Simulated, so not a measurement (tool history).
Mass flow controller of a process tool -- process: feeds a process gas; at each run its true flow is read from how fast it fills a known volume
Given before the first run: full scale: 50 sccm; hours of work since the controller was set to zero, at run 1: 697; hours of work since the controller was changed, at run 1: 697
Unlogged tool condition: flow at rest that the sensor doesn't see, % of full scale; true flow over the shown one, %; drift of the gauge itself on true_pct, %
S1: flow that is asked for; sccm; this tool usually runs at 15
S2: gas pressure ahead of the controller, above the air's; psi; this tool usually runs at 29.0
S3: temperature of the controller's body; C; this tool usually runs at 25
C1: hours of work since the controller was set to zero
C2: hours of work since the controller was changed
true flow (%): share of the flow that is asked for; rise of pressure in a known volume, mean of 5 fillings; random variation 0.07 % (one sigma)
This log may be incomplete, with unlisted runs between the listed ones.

{"run": 1, "day": 0.0, "S1": 15, "S2": 29.0, "S3": 25, "C1": 697, "C2": 697, "true flow (%)": 98.68}
{"run": 2, "day": 1.754, "S1": 26, "S2": 29.0, "S3": 25, "C1": 714, "C2": 714, "true flow (%)": 98.95}
{"run": 3, "day": 3.542, "S1": 15, "S2": 31.6, "S3": 25, "C1": 731, "C2": 731, "true flow (%)": 98.5}
{"run": 4, "day": 6.542, "S1": 15, "S2": 31.6, "S3": 25, "C1": 760, "C2": 760, "true flow (%)": 98.58}
{"run": 5, "day": 10.292, "S1": 15, "S2": 31.6, "S3": 25, "C1": 795, "C2": 795, "true flow (%)": 98.56}
{"run": 6, "day": 13.842, "S1": 15, "S2": 31.6, "S3": 25, "C1": 829, "C2": 829, "true flow (%)": 98.47}
{"run": 7, "day": 18.038, "S1": 15, "S2": 29.0, "S3": 25, "C1": 870, "C2": 870, "true flow (%)": 98.49}
{"run": 8, "day": 19.721, "S1": 15, "S2": 29.0, "S3": 25, "C1": 886, "C2": 886, "true flow (%)": 98.59}
{"run": 9, "day": 22.621, "S1": 15, "S2": 29.0, "S3": 25, "C1": 914, "C2": 914, "true flow (%)": 98.59}
{"run": 10, "day": 25.879, "S1": 15, "S2": 29.0, "S3": 25, "C1": 945, "C2": 945, "true flow (%)": 98.54}
{"run": 11, "day": 28.438, "S1": 15, "S2": 29.0, "S3": 25, "C1": 969, "C2": 969, "true flow (%)": 98.61}
{"run": 12, "day": 32.454, "S1": 15, "S2": 29.0, "S3": 25, "C1": 1008, "C2": 1008, "true flow (%)": 98.5}
{"run": 13, "day": 35.896, "S1": 15, "S2": 29.0, "S3": 25, "C1": 1041, "C2": 1041, "true flow (%)": 98.46}
{"run": 14, "day": 38.433, "S1": 15, "S2": 38.7, "S3": 25, "C1": 1065, "C2": 1065, "true flow (%)": 98.07}
{"run": 15, "day": 40.588, "S1": 15, "S2": 35.5, "S3": 25, "C1": 1086, "C2": 1086, "true flow (%)": 98.14}
{"run": 16, "day": 42.938, "S1": 16, "S2": 29.0, "S3": 35, "C1": 1108, "C2": 1108, "true flow (%)": 99.31}
{"run": 17, "day": 44.692, "S1": 16, "S2": 23.1, "S3": 37, "C1": 1125, "C2": 1125, "true flow (%)": 99.63}
{"run": 18, "day": 47.358, "S1": 8, "S2": 26.1, "S3": 24, "C1": 1151, "C2": 1151, "true flow (%)": 97.94}
{"run": 19, "day": 49.692, "S1": 8, "S2": 26.1, "S3": 24, "C1": 1173, "C2": 1173, "true flow (%)": 98.04}
{"run": 20, "day": 52.162, "S1": 20, "S2": 32.6, "S3": 25, "C1": 1197, "C2": 1197, "true flow (%)": 98.51}
{"day": 52.371, "done": "controller's zero set anew"}
{"run": 21, "day": 56.183, "S1": 20, "S2": 32.6, "S3": 25, "C1": 37, "C2": 1235, "true flow (%)": 98.47}
{"run": 22, "day": 59.842, "S1": 15, "S2": 29.0, "S3": 35, "C1": 72, "C2": 1270, "true flow (%)": 98.99}
{"run": 23, "day": 63.517, "S1": 6, "S2": 27.0, "S3": 35, "C1": 107, "C2": 1306, "true flow (%)": 98.12}
{"run": 24, "day": 65.921, "S1": 6, "S2": 23.8, "S3": 24, "C1": 130, "C2": 1329, "true flow (%)": 97.34}
{"run": 25, "day": 69.662, "S1": 6, "S2": 23.8, "S3": 24, "C1": 166, "C2": 1364, "true flow (%)": 97.47}
{"run": 26, "day": 71.754, "S1": 26, "S2": 20.5, "S3": 26, "C1": 186, "C2": 1385, "true flow (%)": 99.2}
{"run": 27, "day": 74.95, "S1": 26, "S2": 20.5, "S3": 26, "C1": 216, "C2": 1415, "true flow (%)": 99.07}
{"day": 76.788, "done": "controller's zero set anew, once more"}
{"run": 28, "day": 76.946, "S1": 48, "S2": 28.3, "S3": 22, "C1": 2, "C2": 1434, "true flow (%)": 99.27}
{"run": 29, "day": 78.883, "S1": 7, "S2": 28.3, "S3": 31, "C1": 20, "C2": 1453, "true flow (%)": 98.92}

Each row is a separate what-if for the run after 29, all from the same tool condition, not one after another. Results?
{"run": "A", "day": 82.242, "S1": 7, "S2": 21.0, "S3": 33, "C1": 52, "C2": 1485, "true flow (%)": "?"}
{"run": "B", "day": 82.242, "S1": 11, "S2": 36.5, "S3": 25, "C1": 52, "C2": 1485, "true flow (%)": "?"}
{"run": "C", "day": 82.242, "S1": 47, "S2": 36.0, "S3": 25, "C1": 52, "C2": 1485, "true flow (%)": "?"}

run=A true_flow_(%)=99.37
run=B true_flow_(%)=98.16
run=C true_flow_(%)=99.06
With no hidden state in the tool, these same runs would have given:
run=A true_flow_(%)=99.96
run=B true_flow_(%)=98.72
run=C true_flow_(%)=99.59
